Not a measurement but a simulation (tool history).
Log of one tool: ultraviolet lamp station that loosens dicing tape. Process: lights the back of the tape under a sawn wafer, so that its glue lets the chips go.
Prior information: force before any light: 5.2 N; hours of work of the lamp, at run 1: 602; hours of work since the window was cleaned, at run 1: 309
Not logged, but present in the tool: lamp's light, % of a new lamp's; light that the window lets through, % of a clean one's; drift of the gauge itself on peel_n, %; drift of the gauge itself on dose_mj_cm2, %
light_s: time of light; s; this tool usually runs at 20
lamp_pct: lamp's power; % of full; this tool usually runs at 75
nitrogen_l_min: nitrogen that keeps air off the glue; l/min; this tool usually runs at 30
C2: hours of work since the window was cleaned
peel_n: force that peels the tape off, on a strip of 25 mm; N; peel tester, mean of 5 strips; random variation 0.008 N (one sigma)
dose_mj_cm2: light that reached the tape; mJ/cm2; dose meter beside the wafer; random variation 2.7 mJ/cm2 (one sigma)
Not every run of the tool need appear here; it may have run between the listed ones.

{"run": 1, "hour": 0.0, "light_s": 20, "lamp_pct": 75, "nitrogen_l_min": 30, "hours of work of the lamp": 602, "C2": 309, "peel_n": 0.315, "dose_mj_cm2": 345}
{"run": 2, "hour": 18.3, "light_s": 20, "lamp_pct": 75, "nitrogen_l_min": 30, "hours of work of the lamp": 611, "C2": 318, "peel_n": 0.305, "dose_mj_cm2": 349}
{"hour": 25.3, "done": "window cleaned of glue's vapour"}
{"run": 3, "hour": 44.1, "light_s": 20, "lamp_pct": 80, "nitrogen_l_min": 30, "hours of work of the lamp": 624, "C2": 9, "peel_n": 0.284, "dose_mj_cm2": 372}
{"run": 4, "hour": 60.3, "light_s": 20, "lamp_pct": 80, "nitrogen_l_min": 30, "hours of work of the lamp": 632, "C2": 17, "peel_n": 0.301, "dose_mj_cm2": 369}
{"run": 5, "hour": 87.4, "light_s": 20, "lamp_pct": 75, "nitrogen_l_min": 30, "hours of work of the lamp": 645, "C2": 31, "peel_n": 0.319, "dose_mj_cm2": 347}
{"run": 6, "hour": 116.6, "light_s": 20, "lamp_pct": 75, "nitrogen_l_min": 30, "hours of work of the lamp": 660, "C2": 45, "peel_n": 0.301, "dose_mj_cm2": 343}
{"run": 7, "hour": 142.1, "light_s": 20, "lamp_pct": 75, "nitrogen_l_min": 30, "hours of work of the lamp": 673, "C2": 58, "peel_n": 0.31, "dose_mj_cm2": 349}
{"run": 8, "hour": 171.6, "light_s": 20, "lamp_pct": 75, "nitrogen_l_min": 30, "hours of work of the lamp": 687, "C2": 73, "peel_n": 0.313, "dose_mj_cm2": 354}
{"run": 9, "hour": 188.8, "light_s": 20, "lamp_pct": 75, "nitrogen_l_min": 30, "hours of work of the lamp": 696, "C2": 81, "peel_n": 0.321, "dose_mj_cm2": 350}
{"run": 10, "hour": 206.8, "light_s": 16, "lamp_pct": 75, "nitrogen_l_min": 30, "hours of work of the lamp": 705, "C2": 90, "peel_n": 0.425, "dose_mj_cm2": 280}
{"run": 11, "hour": 226.1, "light_s": 20, "lamp_pct": 78, "nitrogen_l_min": 30, "hours of work of the lamp": 714, "C2": 100, "peel_n": 0.301, "dose_mj_cm2": 362}
{"run": 12, "hour": 243.1, "light_s": 20, "lamp_pct": 78, "nitrogen_l_min": 30, "hours of work of the lamp": 723, "C2": 108, "peel_n": 0.292, "dose_mj_cm2": 360}
{"run": 13, "hour": 279.5, "light_s": 20, "lamp_pct": 75, "nitrogen_l_min": 30, "hours of work of the lamp": 741, "C2": 126, "peel_n": 0.328, "dose_mj_cm2": 351}
{"run": 14, "hour": 308.9, "light_s": 20, "lamp_pct": 75, "nitrogen_l_min": 30, "hours of work of the lamp": 756, "C2": 141, "peel_n": 0.319, "dose_mj_cm2": 354}
{"run": 15, "hour": 345.2, "light_s": 20, "lamp_pct": 75, "nitrogen_l_min": 30, "hours of work of the lamp": 774, "C2": 159, "peel_n": 0.308, "dose_mj_cm2": 352}
{"run": 16, "hour": 376.7, "light_s": 20, "lamp_pct": 75, "nitrogen_l_min": 30, "hours of work of the lamp": 789, "C2": 175, "peel_n": 0.314, "dose_mj_cm2": 351}
{"run": 17, "hour": 394.5, "light_s": 31, "lamp_pct": 75, "nitrogen_l_min": 30, "hours of work of the lamp": 798, "C2": 184, "peel_n": 0.221, "dose_mj_cm2": 548}
{"run": 18, "hour": 429.1, "light_s": 31, "lamp_pct": 75, "nitrogen_l_min": 30, "hours of work of the lamp": 815, "C2": 201, "peel_n": 0.211, "dose_mj_cm2": 541}
{"run": 19, "hour": 447.6, "light_s": 20, "lamp_pct": 75, "nitrogen_l_min": 27, "hours of work of the lamp": 825, "C2": 210, "peel_n": 0.33, "dose_mj_cm2": 347}
{"run": 20, "hour": 468.8, "light_s": 20, "lamp_pct": 75, "nitrogen_l_min": 27, "hours of work of the lamp": 835, "C2": 221, "peel_n": 0.311, "dose_mj_cm2": 346}
{"run": 21, "hour": 493.0, "light_s": 20, "lamp_pct": 75, "nitrogen_l_min": 47, "hours of work of the lamp": 847, "C2": 233, "peel_n": 0.276, "dose_mj_cm2": 348}
{"run": 22, "hour": 529.4, "light_s": 20, "lamp_pct": 75, "nitrogen_l_min": 47, "hours of work of the lamp": 865, "C2": 251, "peel_n": 0.264, "dose_mj_cm2": 352}
{"run": 23, "hour": 548.4, "light_s": 28, "lamp_pct": 68, "nitrogen_l_min": 33, "hours of work of the lamp": 875, "C2": 260, "peel_n": 0.235, "dose_mj_cm2": 437}
{"run": 24, "hour": 585.4, "light_s": 11, "lamp_pct": 75, "nitrogen_l_min": 10, "hours of work of the lamp": 893, "C2": 279, "peel_n": 1.362, "dose_mj_cm2": 193}
{"run": 25, "hour": 602.1, "light_s": 31, "lamp_pct": 62, "nitrogen_l_min": 10, "hours of work of the lamp": 901, "C2": 287, "peel_n": 0.361, "dose_mj_cm2": 445}
{"run": 26, "hour": 633.7, "light_s": 19, "lamp_pct": 69, "nitrogen_l_min": 33, "hours of work of the lamp": 917, "C2": 303, "peel_n": 0.344, "dose_mj_cm2": 304}
{"run": 27, "hour": 658.9, "light_s": 36, "lamp_pct": 70, "nitrogen_l_min": 30, "hours of work of the lamp": 930, "C2": 315, "peel_n": 0.209, "dose_mj_cm2": 586}
{"hour": 672.8, "done": "window cleaned of glue's vapour"}
{"run": 28, "hour": 694.5, "light_s": 33, "lamp_pct": 94, "nitrogen_l_min": 30, "hours of work of the lamp": 947, "C2": 11, "peel_n": 0.203, "dose_mj_cm2": 723}
{"run": 29, "hour": 727.6, "light_s": 33, "lamp_pct": 94, "nitrogen_l_min": 30, "hours of work of the lamp": 964, "C2": 27, "peel_n": 0.204, "dose_mj_cm2": 722}
{"run": 30, "hour": 743.0, "light_s": 33, "lamp_pct": 94, "nitrogen_l_min": 30, "hours of work of the lamp": 971, "C2": 35, "peel_n": 0.203, "dose_mj_cm2": 720}
{"run": 31, "hour": 768.3, "light_s": 16, "lamp_pct": 75, "nitrogen_l_min": 25, "hours of work of the lamp": 984, "C2": 48, "peel_n": 0.479, "dose_mj_cm2": 281}
{"run": 32, "hour": 785.9, "light_s": 16, "lamp_pct": 75, "nitrogen_l_min": 25, "hours of work of the lamp": 993, "C2": 56, "peel_n": 0.466, "dose_mj_cm2": 277}
{"run": 33, "hour": 814.8, "light_s": 16, "lamp_pct": 75, "nitrogen_l_min": 25, "hours of work of the lamp": 1007, "C2": 71, "peel_n": 0.485, "dose_mj_cm2": 276}
{"run": 34, "hour": 839.4, "light_s": 20, "lamp_pct": 83, "nitrogen_l_min": 43, "hours of work of the lamp": 1019, "C2": 83, "peel_n": 0.245, "dose_mj_cm2": 387}
{"run": 35, "hour": 866.4, "light_s": 20, "lamp_pct": 83, "nitrogen_l_min": 43, "hours of work of the lamp": 1033, "C2": 96, "peel_n": 0.253, "dose_mj_cm2": 383}
{"run": 36, "hour": 894.3, "light_s": 12, "lamp_pct": 90, "nitrogen_l_min": 55, "hours of work of the lamp": 1046, "C2": 110, "peel_n": 0.407, "dose_mj_cm2": 250}
{"run": 37, "hour": 913.3, "light_s": 35, "lamp_pct": 87, "nitrogen_l_min": 9, "hours of work of the lamp": 1056, "C2": 120, "peel_n": 0.227, "dose_mj_cm2": 708}
{"run": 38, "hour": 928.6, "light_s": 35, "lamp_pct": 87, "nitrogen_l_min": 9, "hours of work of the lamp": 1064, "C2": 127, "peel_n": 0.231, "dose_mj_cm2": 702}
{"run": 39, "hour": 947.9, "light_s": 33, "lamp_pct": 87, "nitrogen_l_min": 14, "hours of work of the lamp": 1073, "C2": 137, "peel_n": 0.218, "dose_mj_cm2": 674}
{"run": 40, "hour": 982.6, "light_s": 33, "lamp_pct": 82, "nitrogen_l_min": 30, "hours of work of the lamp": 1090, "C2": 154, "peel_n": 0.207, "dose_mj_cm2": 630}
{"run": 41, "hour": 1006.6, "light_s": 33, "lamp_pct": 82, "nitrogen_l_min": 30, "hours of work of the lamp": 1102, "C2": 166, "peel_n": 0.212, "dose_mj_cm2": 627}
{"run": 42, "hour": 1041.9, "light_s": 23, "lamp_pct": 81, "nitrogen_l_min": 30, "hours of work of the lamp": 1120, "C2": 184, "peel_n": 0.256, "dose_mj_cm2": 433}

4 ways to go on from here, each from the tool as it stands after run 42. What would each give?
{"run": "A", "hour": 1070.8, "light_s": 27, "lamp_pct": 71, "nitrogen_l_min": 45, "hours of work of the lamp": 1134, "C2": 198, "peel_n": "?", "dose_mj_cm2": "?"}
{"run": "B", "hour": 1070.8, "light_s": 20, "lamp_pct": 74, "nitrogen_l_min": 30, "hours of work of the lamp": 1134, "C2": 198, "peel_n": "?", "dose_mj_cm2": "?"}
{"run": "C", "hour": 1070.8, "light_s": 20, "lamp_pct": 62, "nitrogen_l_min": 30, "hours of work of the lamp": 1134, "C2": 198, "peel_n": "?", "dose_mj_cm2": "?"}
{"run": "D", "hour": 1070.8, "light_s": 20, "lamp_pct": 81, "nitrogen_l_min": 30, "hours of work of the lamp": 1134, "C2": 198, "peel_n": "?", "dose_mj_cm2": "?"}

run=A peel_n=0.202 dose_mj_cm2=442
run=B peel_n=0.307 dose_mj_cm2=343
run=C peel_n=0.413 dose_mj_cm2=291
run=D peel_n=0.289 dose_mj_cm2=377
Take away the tool's hidden state, keep each run's random variation, and the runs would have read:
run=A peel_n=0.201 dose_mj_cm2=444
run=B peel_n=0.306 dose_mj_cm2=344
run=C peel_n=0.411 dose_mj_cm2=292
run=D peel_n=0.288 dose_mj_cm2=379

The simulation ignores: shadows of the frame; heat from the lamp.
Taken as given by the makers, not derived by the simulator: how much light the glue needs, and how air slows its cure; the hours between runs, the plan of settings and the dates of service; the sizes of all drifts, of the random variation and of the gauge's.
